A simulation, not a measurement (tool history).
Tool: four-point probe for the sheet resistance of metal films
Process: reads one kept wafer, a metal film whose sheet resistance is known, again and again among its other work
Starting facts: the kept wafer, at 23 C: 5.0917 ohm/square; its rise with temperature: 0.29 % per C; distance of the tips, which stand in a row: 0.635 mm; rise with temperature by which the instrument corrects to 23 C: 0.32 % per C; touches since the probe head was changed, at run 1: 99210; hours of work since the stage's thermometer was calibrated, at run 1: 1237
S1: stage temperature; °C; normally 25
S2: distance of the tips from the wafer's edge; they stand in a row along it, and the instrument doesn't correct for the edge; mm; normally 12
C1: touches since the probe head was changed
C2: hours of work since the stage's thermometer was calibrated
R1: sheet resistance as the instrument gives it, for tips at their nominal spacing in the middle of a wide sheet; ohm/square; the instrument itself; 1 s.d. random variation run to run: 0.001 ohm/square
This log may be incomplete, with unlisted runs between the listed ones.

run	hour	S1	S2	C1	C2	R1
1	0.0	25	12	99210	1237	5.095238
2	51.0	25	12	101441	1266	5.095713
3	91.4	25	12	103208	1289	5.094834
4	153.5	25	12	105927	1325	5.096675
5	186.3	25	5	107360	1343	5.133107
6	242.2	25	5	109807	1376	5.133007
7	305.1	25	5	112561	1412	5.132524
8	337.2	25	5	113966	1430	5.133141
9	370.1	25	5	115403	1449	5.133197
10	417.5	25	12	117477	1476	5.097827
11	462.8	22	12	119462	1502	5.100316
12	533.5	22	12	122552	1542	5.099950
13	564.1	19	12	123892	1560	5.104242
14	627.7	19	12	126674	1596	5.105571
15	680.5	25	45	128983	1627	5.088309
16	740.2	18	45	131596	1661	5.096699
17	798.7	18	45	134154	1694	5.098154
18	834.8	18	45	135737	1715	5.099249
19	886.4	18	45	137992	1745	5.098067
20	931.1	25	3	139947	1770	5.209029
21	963.0	25	3	141346	1789	5.207932
22	1007.6	25	3	143295	1814	5.207523
23	1047.4	25	10	145038	1837	5.100300
24	1105.9	27	66	147599	1871	5.086349
25	1167.7	21	18	150304	1906	5.097699
26	1210.1	20	3	152157	1930	5.214093
27	1248.5	20	3	153836	1952	5.215404
28	1287.0	27	50	155521	1974	5.086426
29	1357.0	31	10	158584	2014	5.093721
# hour 1367.3: new probe head fitted
30	1391.0	33	20	1038	2033	5.082458
31	1428.9	31	5	2698	2055	5.127171
32	1487.1	22	9	5244	2088	5.106490
33	1522.8	19	52	6807	2109	5.097245
34	1585.1	19	52	9529	2145	5.096999
# hour 1621.1: stage's thermometer calibrated
35	1655.0	25	51	12566	19	5.088611
36	1706.7	27	7	14831	49	5.109656
37	1744.5	27	7	16482	71	5.110040

What if the next run were any one of these 5? Each begins from the tool's condition after run 37:
A	1779.6	33	8	18020	91	?
B	1779.6	21	4	18020	91	?
C	1779.6	19	12	18020	91	?
D	1779.6	27	11	18020	91	?
E	1779.6	29	15	18020	91	?

run	R1
A	5.094805
B	5.162003
C	5.104127
D	5.094821
E	5.090856
Had the tool no hidden state, the same runs would have come out as:
run	R1
A	5.094979
B	5.162180
C	5.104302
D	5.094995
E	5.091031
